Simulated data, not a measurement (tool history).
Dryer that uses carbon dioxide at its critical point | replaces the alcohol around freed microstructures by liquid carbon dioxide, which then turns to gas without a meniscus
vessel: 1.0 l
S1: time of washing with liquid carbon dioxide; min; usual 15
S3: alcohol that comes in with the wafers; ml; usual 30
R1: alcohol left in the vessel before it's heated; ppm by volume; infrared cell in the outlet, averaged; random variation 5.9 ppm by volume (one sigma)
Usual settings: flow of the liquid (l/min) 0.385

{"run": 1, "hour": 0.0, "S1": 15, "flow of the liquid (l/min)": 0.385, "S3": 30, "R1": 229}
{"run": 2, "hour": 8.2, "S1": 15, "flow of the liquid (l/min)": 0.385, "S3": 30, "R1": 224}
{"run": 3, "hour": 20.4, "S1": 15, "flow of the liquid (l/min)": 0.385, "S3": 30, "R1": 237}
{"run": 4, "hour": 30.9, "S1": 15, "flow of the liquid (l/min)": 0.385, "S3": 30, "R1": 240}
{"run": 5, "hour": 37.5, "S1": 15, "flow of the liquid (l/min)": 0.385, "S3": 30, "R1": 247}
{"run": 6, "hour": 45.2, "S1": 15, "flow of the liquid (l/min)": 0.385, "S3": 30, "R1": 254}
{"run": 7, "hour": 57.3, "S1": 15, "flow of the liquid (l/min)": 0.487, "S3": 30, "R1": 83}
{"run": 8, "hour": 64.5, "S1": 15, "flow of the liquid (l/min)": 0.387, "S3": 30, "R1": 242}
{"run": 9, "hour": 71.2, "S1": 15, "flow of the liquid (l/min)": 0.385, "S3": 60, "R1": 470}
{"run": 10, "hour": 78.5, "S1": 14, "flow of the liquid (l/min)": 0.385, "S3": 60, "R1": 664}
{"run": 11, "hour": 89.1, "S1": 14, "flow of the liquid (l/min)": 0.385, "S3": 60, "R1": 677}
{"run": 12, "hour": 98.0, "S1": 14, "flow of the liquid (l/min)": 0.385, "S3": 60, "R1": 665}
{"run": 13, "hour": 109.0, "S1": 14, "flow of the liquid (l/min)": 0.385, "S3": 60, "R1": 672}
{"run": 14, "hour": 118.5, "S1": 14, "flow of the liquid (l/min)": 0.267, "S3": 95, "R1": 4383}
{"run": 15, "hour": 128.9, "S1": 14, "flow of the liquid (l/min)": 0.601, "S3": 30, "R1": 53}
{"run": 16, "hour": 139.2, "S1": 14, "flow of the liquid (l/min)": 0.601, "S3": 30, "R1": 56}
{"run": 17, "hour": 150.0, "S1": 20, "flow of the liquid (l/min)": 0.601, "S3": 55, "R1": 38}
{"run": 18, "hour": 162.0, "S1": 20, "flow of the liquid (l/min)": 0.601, "S3": 55, "R1": 44}
{"run": 19, "hour": 168.3, "S1": 20, "flow of the liquid (l/min)": 0.528, "S3": 87, "R1": 47}
{"run": 20, "hour": 175.4, "S1": 20, "flow of the liquid (l/min)": 0.545, "S3": 73, "R1": 54}
{"run": 21, "hour": 187.5, "S1": 20, "flow of the liquid (l/min)": 0.545, "S3": 73, "R1": 46}
{"run": 22, "hour": 194.7, "S1": 12, "flow of the liquid (l/min)": 0.483, "S3": 111, "R1": 881}
{"run": 23, "hour": 201.6, "S1": 12, "flow of the liquid (l/min)": 0.483, "S3": 111, "R1": 906}
{"run": 24, "hour": 213.1, "S1": 10, "flow of the liquid (l/min)": 0.616, "S3": 68, "R1": 410}
{"run": 25, "hour": 220.0, "S1": 9, "flow of the liquid (l/min)": 0.583, "S3": 75, "R1": 917}

4 ways to go on from here, each from the tool as it stands after run 25. What would each give?
{"run": "A", "hour": 230.8, "S1": 18, "flow of the liquid (l/min)": 0.274, "S3": 29, "R1": "?"}
{"run": "B", "hour": 230.8, "S1": 11, "flow of the liquid (l/min)": 0.639, "S3": 30, "R1": "?"}
{"run": "C", "hour": 230.8, "S1": 11, "flow of the liquid (l/min)": 0.278, "S3": 30, "R1": "?"}
{"run": "D", "hour": 230.8, "S1": 13, "flow of the liquid (l/min)": 0.583, "S3": 75, "R1": "?"}

run=A R1=570
run=B R1=131
run=C R1=2603
run=D R1=164
Without the tool's hidden state the same runs would have given:
run=A R1=453
run=B R1=74
run=C R1=2323
run=D R1=96
